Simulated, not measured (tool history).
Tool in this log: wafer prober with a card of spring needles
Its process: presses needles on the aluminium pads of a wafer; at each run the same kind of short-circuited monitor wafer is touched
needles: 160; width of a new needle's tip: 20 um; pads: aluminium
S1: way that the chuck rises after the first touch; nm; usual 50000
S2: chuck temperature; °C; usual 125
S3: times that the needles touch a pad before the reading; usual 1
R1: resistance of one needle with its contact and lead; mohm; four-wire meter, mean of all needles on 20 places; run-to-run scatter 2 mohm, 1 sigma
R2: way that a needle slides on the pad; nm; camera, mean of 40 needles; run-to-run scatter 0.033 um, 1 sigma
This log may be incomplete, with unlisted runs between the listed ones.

run	hour	S1	S2	S3	R1	R2
1	0.0	50000	125	1	214	11400
# hour 5.6: tips cleaned on abrasive film
2	6.3	50000	125	1	214	11420
# hour 11.5: tips cleaned on abrasive film
3	14.8	50000	125	1	218	11350
# hour 17.4: tips cleaned on abrasive film
4	20.5	50000	125	1	212	11410
# hour 23.3: tips cleaned on abrasive film
# hour 29.1: tips cleaned on abrasive film
5	29.1	50000	125	2	217	11350
# hour 34.8: tips cleaned on abrasive film
# hour 40.2: tips cleaned on abrasive film
6	40.2	50000	125	1	210	11440
# hour 46.5: tips cleaned on abrasive film
7	47.8	50000	125	1	214	11380
# hour 52.9: tips cleaned on abrasive film
# hour 58.3: tips cleaned on abrasive film
8	59.8	50000	125	1	217	11400
# hour 63.9: tips cleaned on abrasive film
# hour 69.3: tips cleaned on abrasive film
9	69.7	50000	125	1	216	11410
# hour 75.3: tips cleaned on abrasive film
10	80.3	50000	38	1	198	11320
# hour 81.5: tips cleaned on abrasive film
# hour 87.2: tips cleaned on abrasive film
11	88.0	50000	125	1	218	11370
# hour 93.3: tips cleaned on abrasive film
# hour 98.8: tips cleaned on abrasive film
12	98.8	50000	125	1	214	11360
# hour 104.3: tips cleaned on abrasive film
13	104.3	50000	125	1	213	11370
# hour 110.0: tips cleaned on abrasive film
14	111.9	50000	125	1	216	11430
# hour 115.6: tips cleaned on abrasive film
15	120.8	50000	125	1	213	11390
# hour 121.8: tips cleaned on abrasive film
# hour 127.5: tips cleaned on abrasive film
16	128.1	50000	125	1	216	11350
# hour 133.2: tips cleaned on abrasive film
17	136.6	50000	69	1	200	11380
# hour 138.6: tips cleaned on abrasive film
# hour 144.4: tips cleaned on abrasive film
18	144.4	62000	125	1	212	14130
# hour 150.1: tips cleaned on abrasive film
19	154.2	50000	107	2	214	11380
# hour 156.5: tips cleaned on abrasive film
# hour 162.2: tips cleaned on abrasive film
20	164.9	40000	105	2	216	9080
# hour 167.7: tips cleaned on abrasive film
# hour 173.3: tips cleaned on abrasive film
21	173.3	44000	85	1	206	9990
# hour 179.2: tips cleaned on abrasive film
22	180.8	60000	125	1	208	13660
# hour 184.6: tips cleaned on abrasive film
# hour 190.3: tips cleaned on abrasive film
23	190.3	60000	125	1	212	13680

Forecast run 24:
# hour 196.4: tips cleaned on abrasive film
24	196.8	60000	125	1	?	?

Run 24 came out at R1 214 mohm, R2 13690 nm.
With no hidden state in the tool, this same run would have given R1 214 mohm, R2 13690 nm.

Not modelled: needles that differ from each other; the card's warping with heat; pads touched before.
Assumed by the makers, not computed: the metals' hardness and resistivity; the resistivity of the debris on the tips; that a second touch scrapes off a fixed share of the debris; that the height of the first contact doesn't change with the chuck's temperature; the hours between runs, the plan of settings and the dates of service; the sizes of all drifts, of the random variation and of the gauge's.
